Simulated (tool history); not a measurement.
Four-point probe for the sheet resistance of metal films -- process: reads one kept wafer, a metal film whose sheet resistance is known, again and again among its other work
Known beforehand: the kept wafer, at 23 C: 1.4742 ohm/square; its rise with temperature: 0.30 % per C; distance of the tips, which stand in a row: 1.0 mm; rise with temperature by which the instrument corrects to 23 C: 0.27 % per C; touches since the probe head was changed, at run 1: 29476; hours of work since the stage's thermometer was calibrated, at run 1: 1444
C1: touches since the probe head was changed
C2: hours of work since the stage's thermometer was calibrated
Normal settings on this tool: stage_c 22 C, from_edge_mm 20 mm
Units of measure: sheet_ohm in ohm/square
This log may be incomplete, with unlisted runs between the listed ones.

run 1 hour=0 | stage_c=22 from_edge_mm=20 | C1=29476 C2=1444 | sheet_ohm=1.472215
run 2 hour=19 | stage_c=22 from_edge_mm=20 | C1=30026 C2=1456 | sheet_ohm=1.472063
run 3 hour=42.2 | stage_c=22 from_edge_mm=20 | C1=30694 C2=1469 | sheet_ohm=1.472045
run 4 hour=57 | stage_c=22 from_edge_mm=20 | C1=31123 C2=1478 | sheet_ohm=1.472258
run 5 hour=76.5 | stage_c=22 from_edge_mm=20 | C1=31684 C2=1490 | sheet_ohm=1.472592
run 6 hour=100.9 | stage_c=22 from_edge_mm=20 | C1=32389 C2=1504 | sheet_ohm=1.472538
run 7 hour=125.2 | stage_c=22 from_edge_mm=20 | C1=33090 C2=1519 | sheet_ohm=1.472816
run 8 hour=156.3 | stage_c=22 from_edge_mm=20 | C1=33987 C2=1537 | sheet_ohm=1.472708
run 9 hour=178.5 | stage_c=22 from_edge_mm=3 | C1=34628 C2=1551 | sheet_ohm=1.553203
run 10 hour=198.8 | stage_c=22 from_edge_mm=3 | C1=35214 C2=1563 | sheet_ohm=1.553262
run 11 hour=213.4 | stage_c=22 from_edge_mm=3 | C1=35634 C2=1572 | sheet_ohm=1.553685
run 12 hour=244.6 | stage_c=22 from_edge_mm=20 | C1=36535 C2=1590 | sheet_ohm=1.472998
run 13 hour=270.7 | stage_c=22 from_edge_mm=20 | C1=37289 C2=1606 | sheet_ohm=1.473026
run 14 hour=288.3 | stage_c=19 from_edge_mm=20 | C1=37798 C2=1616 | sheet_ohm=1.472363
run 15 hour=305.3 | stage_c=19 from_edge_mm=20 | C1=38287 C2=1626 | sheet_ohm=1.472673
run 16 hour=323.6 | stage_c=19 from_edge_mm=20 | C1=38817 C2=1637 | sheet_ohm=1.473195
run 17 hour=354.7 | stage_c=19 from_edge_mm=20 | C1=39714 C2=1656 | sheet_ohm=1.472269
run 18 hour=374.7 | stage_c=19 from_edge_mm=20 | C1=40291 C2=1668 | sheet_ohm=1.47267
run 19 hour=397.3 | stage_c=22 from_edge_mm=20 | C1=40942 C2=1681 | sheet_ohm=1.473889
run 20 hour=416.5 | stage_c=22 from_edge_mm=34 | C1=41497 C2=1693 | sheet_ohm=1.47267
run 21 hour=437.2 | stage_c=22 from_edge_mm=34 | C1=42095 C2=1705 | sheet_ohm=1.472754
run 22 hour=450.2 | stage_c=22 from_edge_mm=34 | C1=42470 C2=1713 | sheet_ohm=1.472462
run 23 hour=474.5 | stage_c=22 from_edge_mm=34 | C1=43171 C2=1727 | sheet_ohm=1.472713
-- hour=477.2 stage's thermometer calibrated
run 24 hour=500.9 | stage_c=21 from_edge_mm=26 | C1=43919 C2=14 | sheet_ohm=1.471529
run 25 hour=518.5 | stage_c=22 from_edge_mm=39 | C1=44427 C2=25 | sheet_ohm=1.471806
run 26 hour=542.9 | stage_c=22 from_edge_mm=39 | C1=45131 C2=39 | sheet_ohm=1.472059
run 27 hour=567.2 | stage_c=31 from_edge_mm=9 | C1=45832 C2=54 | sheet_ohm=1.48357
run 28 hour=592.3 | stage_c=32 from_edge_mm=52 | C1=46557 C2=69 | sheet_ohm=1.474796
run 29 hour=615.3 | stage_c=18 from_edge_mm=11 | C1=47220 C2=82 | sheet_ohm=1.476597
-- hour=634.5 stage's thermometer calibrated, once more
run 30 hour=637.9 | stage_c=18 from_edge_mm=11 | C1=47859 C2=2 | sheet_ohm=1.480699
run 31 hour=657.7 | stage_c=31 from_edge_mm=9 | C1=48430 C2=14 | sheet_ohm=1.488274
run 32 hour=687.2 | stage_c=23 from_edge_mm=17 | C1=49280 C2=31 | sheet_ohm=1.478344
run 33 hour=714.6 | stage_c=23 from_edge_mm=17 | C1=50072 C2=48 | sheet_ohm=1.478413
run 34 hour=743.1 | stage_c=19 from_edge_mm=10 | C1=50893 C2=65 | sheet_ohm=1.482544
run 35 hour=760.7 | stage_c=19 from_edge_mm=12 | C1=51402 C2=75 | sheet_ohm=1.480036
run 36 hour=781.4 | stage_c=19 from_edge_mm=12 | C1=51999 C2=88 | sheet_ohm=1.480094
run 37 hour=805.1 | stage_c=29 from_edge_mm=12 | C1=52683 C2=102 | sheet_ohm=1.482978
run 38 hour=831.2 | stage_c=19 from_edge_mm=51 | C1=53437 C2=117 | sheet_ohm=1.475039
run 39 hour=844.9 | stage_c=22 from_edge_mm=39 | C1=53834 C2=126 | sheet_ohm=1.47621
run 40 hour=875.5 | stage_c=33 from_edge_mm=29 | C1=54715 C2=144 | sheet_ohm=1.48022
run 41 hour=905.4 | stage_c=33 from_edge_mm=29 | C1=55577 C2=162 | sheet_ohm=1.480298
run 42 hour=919.6 | stage_c=31 from_edge_mm=6 | C1=55988 C2=170 | sheet_ohm=1.500115
run 43 hour=946.2 | stage_c=31 from_edge_mm=6 | C1=56756 C2=186 | sheet_ohm=1.501057
run 44 hour=971.4 | stage_c=27 from_edge_mm=20 | C1=57485 C2=201 | sheet_ohm=1.479703

Hidden state at the last listed run before each entry between runs and at the first one after, where it differs:
Run 23 -> run 24: stage's thermometer calibrated (hour 477.2)
  inner tips' distance over the nominal, %: 0.033 -> 0.041; wafer's true temperature over the reading, C: -0.57 -> -0.78
  measured value less the no-hidden-state value, sheet_ohm: -0.001978 -> -0.002758 ohm/square
Run 29 -> run 30: stage's thermometer calibrated, once more (hour 634.5)
  inner tips' distance over the nominal, %: 0.074 -> 0.081; wafer's true temperature over the reading, C: -0.8 -> -0.07
  measured value less the no-hidden-state value, sheet_ohm: -0.002364 -> +0.000999 ohm/square
